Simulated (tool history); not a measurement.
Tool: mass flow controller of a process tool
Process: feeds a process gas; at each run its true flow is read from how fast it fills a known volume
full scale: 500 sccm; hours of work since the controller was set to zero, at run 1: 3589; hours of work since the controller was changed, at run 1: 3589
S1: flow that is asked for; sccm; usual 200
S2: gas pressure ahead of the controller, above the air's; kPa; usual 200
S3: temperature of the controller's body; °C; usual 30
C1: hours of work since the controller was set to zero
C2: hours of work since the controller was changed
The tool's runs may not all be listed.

{"run": 1, "hour": 0.0, "S1": 200, "S2": 200, "S3": 30, "C1": 3589, "C2": 3589, "true flow (%)": 99.27}
{"run": 2, "hour": 197.9, "S1": 200, "S2": 200, "S3": 30, "C1": 3703, "C2": 3703, "true flow (%)": 99.41}
{"run": 3, "hour": 380.0, "S1": 200, "S2": 259, "S3": 30, "C1": 3809, "C2": 3809, "true flow (%)": 99.12}
{"run": 4, "hour": 512.0, "S1": 200, "S2": 259, "S3": 30, "C1": 3886, "C2": 3886, "true flow (%)": 99.26}
{"run": 5, "hour": 803.6, "S1": 200, "S2": 240, "S3": 30, "C1": 4055, "C2": 4055, "true flow (%)": 99.45}
{"run": 6, "hour": 977.6, "S1": 200, "S2": 240, "S3": 30, "C1": 4156, "C2": 4156, "true flow (%)": 99.54}
{"run": 7, "hour": 1173.2, "S1": 200, "S2": 240, "S3": 30, "C1": 4269, "C2": 4269, "true flow (%)": 99.62}
{"run": 8, "hour": 1372.4, "S1": 200, "S2": 200, "S3": 30, "C1": 4385, "C2": 4385, "true flow (%)": 100.07}
{"run": 9, "hour": 1521.3, "S1": 200, "S2": 200, "S3": 30, "C1": 4471, "C2": 4471, "true flow (%)": 100.02}
{"run": 10, "hour": 1821.9, "S1": 200, "S2": 200, "S3": 30, "C1": 4646, "C2": 4646, "true flow (%)": 100.07}
{"run": 11, "hour": 2015.5, "S1": 200, "S2": 200, "S3": 27, "C1": 4758, "C2": 4758, "true flow (%)": 99.9}
{"run": 12, "hour": 2312.2, "S1": 200, "S2": 200, "S3": 27, "C1": 4930, "C2": 4930, "true flow (%)": 100.01}
{"run": 13, "hour": 2460.8, "S1": 200, "S2": 200, "S3": 30, "C1": 5016, "C2": 5016, "true flow (%)": 100.33}
{"run": 14, "hour": 2631.2, "S1": 200, "S2": 200, "S3": 30, "C1": 5115, "C2": 5115, "true flow (%)": 100.36}
{"run": 15, "hour": 2871.1, "S1": 200, "S2": 200, "S3": 28, "C1": 5254, "C2": 5254, "true flow (%)": 100.24}
{"run": 16, "hour": 3094.6, "S1": 200, "S2": 200, "S3": 32, "C1": 5384, "C2": 5384, "true flow (%)": 100.83}
{"run": 17, "hour": 3298.6, "S1": 200, "S2": 200, "S3": 32, "C1": 5502, "C2": 5502, "true flow (%)": 100.73}
{"run": 18, "hour": 3524.9, "S1": 200, "S2": 154, "S3": 32, "C1": 5633, "C2": 5633, "true flow (%)": 101.18}
{"run": 19, "hour": 3779.1, "S1": 200, "S2": 277, "S3": 30, "C1": 5781, "C2": 5781, "true flow (%)": 100.33}
{"run": 20, "hour": 4094.1, "S1": 200, "S2": 277, "S3": 30, "C1": 5964, "C2": 5964, "true flow (%)": 100.43}
{"run": 21, "hour": 4227.2, "S1": 200, "S2": 277, "S3": 30, "C1": 6041, "C2": 6041, "true flow (%)": 100.63}
{"run": 22, "hour": 4444.9, "S1": 200, "S2": 277, "S3": 30, "C1": 6167, "C2": 6167, "true flow (%)": 100.68}
{"run": 23, "hour": 4720.5, "S1": 200, "S2": 277, "S3": 30, "C1": 6327, "C2": 6327, "true flow (%)": 100.63}
{"run": 24, "hour": 4959.8, "S1": 200, "S2": 277, "S3": 30, "C1": 6466, "C2": 6466, "true flow (%)": 100.84}
{"run": 25, "hour": 5241.8, "S1": 68, "S2": 253, "S3": 30, "C1": 6630, "C2": 6630, "true flow (%)": 100.45}
{"hour": 5374.2, "done": "controller exchanged for a calibrated one"}
{"run": 26, "hour": 5458.6, "S1": 68, "S2": 253, "S3": 30, "C1": 49, "C2": 49, "true flow (%)": 100.62}
{"run": 27, "hour": 5761.6, "S1": 68, "S2": 253, "S3": 30, "C1": 225, "C2": 225, "true flow (%)": 100.72}
{"run": 28, "hour": 5967.7, "S1": 391, "S2": 169, "S3": 22, "C1": 344, "C2": 344, "true flow (%)": 101.62}
{"hour": 5993.6, "done": "gauge calibrated"}
{"run": 29, "hour": 6277.5, "S1": 391, "S2": 169, "S3": 22, "C1": 524, "C2": 524, "true flow (%)": 99.65}
{"run": 30, "hour": 6458.7, "S1": 391, "S2": 169, "S3": 22, "C1": 629, "C2": 629, "true flow (%)": 99.67}
{"run": 31, "hour": 6693.2, "S1": 391, "S2": 233, "S3": 39, "C1": 765, "C2": 765, "true flow (%)": 101.24}
{"run": 32, "hour": 6876.0, "S1": 391, "S2": 233, "S3": 39, "C1": 871, "C2": 871, "true flow (%)": 101.34}
{"run": 33, "hour": 7004.3, "S1": 383, "S2": 267, "S3": 39, "C1": 946, "C2": 946, "true flow (%)": 101.15}
{"run": 34, "hour": 7283.2, "S1": 383, "S2": 267, "S3": 39, "C1": 1108, "C2": 1108, "true flow (%)": 101.28}
{"run": 35, "hour": 7575.8, "S1": 383, "S2": 267, "S3": 39, "C1": 1277, "C2": 1277, "true flow (%)": 101.36}
{"run": 36, "hour": 7763.7, "S1": 261, "S2": 200, "S3": 30, "C1": 1386, "C2": 1386, "true flow (%)": 100.35}
{"run": 37, "hour": 8055.3, "S1": 114, "S2": 200, "S3": 26, "C1": 1555, "C2": 1555, "true flow (%)": 99.46}
{"run": 38, "hour": 8292.9, "S1": 77, "S2": 200, "S3": 34, "C1": 1693, "C2": 1693, "true flow (%)": 100.32}
{"run": 39, "hour": 8530.7, "S1": 92, "S2": 200, "S3": 24, "C1": 1831, "C2": 1831, "true flow (%)": 99.25}
{"run": 40, "hour": 8788.6, "S1": 214, "S2": 156, "S3": 30, "C1": 1981, "C2": 1981, "true flow (%)": 100.99}
{"run": 41, "hour": 8932.1, "S1": 214, "S2": 158, "S3": 21, "C1": 2064, "C2": 2064, "true flow (%)": 99.79}
{"run": 42, "hour": 9150.3, "S1": 109, "S2": 259, "S3": 26, "C1": 2191, "C2": 2191, "true flow (%)": 99.47}
{"hour": 9242.8, "done": "gauge calibrated"}
{"run": 43, "hour": 9342.9, "S1": 110, "S2": 259, "S3": 23, "C1": 2302, "C2": 2302, "true flow (%)": 97.99}
{"run": 44, "hour": 9630.9, "S1": 110, "S2": 259, "S3": 23, "C1": 2470, "C2": 2470, "true flow (%)": 98.26}
{"run": 45, "hour": 9929.7, "S1": 149, "S2": 200, "S3": 39, "C1": 2643, "C2": 2643, "true flow (%)": 100.58}
{"run": 46, "hour": 10070.6, "S1": 103, "S2": 248, "S3": 22, "C1": 2725, "C2": 2725, "true flow (%)": 98.11}
{"run": 47, "hour": 10211.8, "S1": 464, "S2": 174, "S3": 23, "C1": 2807, "C2": 2807, "true flow (%)": 100.19}
{"run": 48, "hour": 10384.5, "S1": 70, "S2": 156, "S3": 40, "C1": 2907, "C2": 2907, "true flow (%)": 100.7}

Measured less the same run without the tool's hidden state. The same run-to-run variation is in both; the gauge's scatter may not be:
The hidden state here: flow at rest that the sensor doesn't see, % of full scale; true flow over the shown one, %; drift of the gauge itself on true_pct, %.
run=1 true_flow_(%)=-0.01
run=2 true_flow_(%)=+0.07
run=3 true_flow_(%)=+0.13
run=4 true_flow_(%)=+0.18
run=5 true_flow_(%)=+0.3
run=6 true_flow_(%)=+0.36
run=7 true_flow_(%)=+0.43
run=8 true_flow_(%)=+0.5
run=9 true_flow_(%)=+0.56
run=10 true_flow_(%)=+0.68
run=11 true_flow_(%)=+0.74
run=12 true_flow_(%)=+0.85
run=13 true_flow_(%)=+0.91
run=14 true_flow_(%)=+0.97
run=15 true_flow_(%)=+1.06
run=16 true_flow_(%)=+1.15
run=17 true_flow_(%)=+1.23
run=18 true_flow_(%)=+1.31
run=19 true_flow_(%)=+1.39
run=20 true_flow_(%)=+1.51
run=21 true_flow_(%)=+1.56
run=22 true_flow_(%)=+1.64
run=23 true_flow_(%)=+1.75
run=24 true_flow_(%)=+1.83
run=25 true_flow_(%)=+1.95
run=26 true_flow_(%)=+2.02
run=27 true_flow_(%)=+2.14
run=28 true_flow_(%)=+2.23
run=29 true_flow_(%)=+0.1
run=30 true_flow_(%)=+0.17
run=31 true_flow_(%)=+0.26
run=32 true_flow_(%)=+0.33
run=33 true_flow_(%)=+0.38
run=34 true_flow_(%)=+0.49
run=35 true_flow_(%)=+0.59
run=36 true_flow_(%)=+0.66
run=37 true_flow_(%)=+0.76
run=38 true_flow_(%)=+0.86
run=39 true_flow_(%)=+0.94
run=40 true_flow_(%)=+1.04
run=41 true_flow_(%)=+1.08
run=42 true_flow_(%)=+1.16
run=43 true_flow_(%)=+0.04
run=44 true_flow_(%)=+0.15
run=45 true_flow_(%)=+0.26
run=46 true_flow_(%)=+0.3
run=47 true_flow_(%)=+0.36
run=48 true_flow_(%)=+0.44
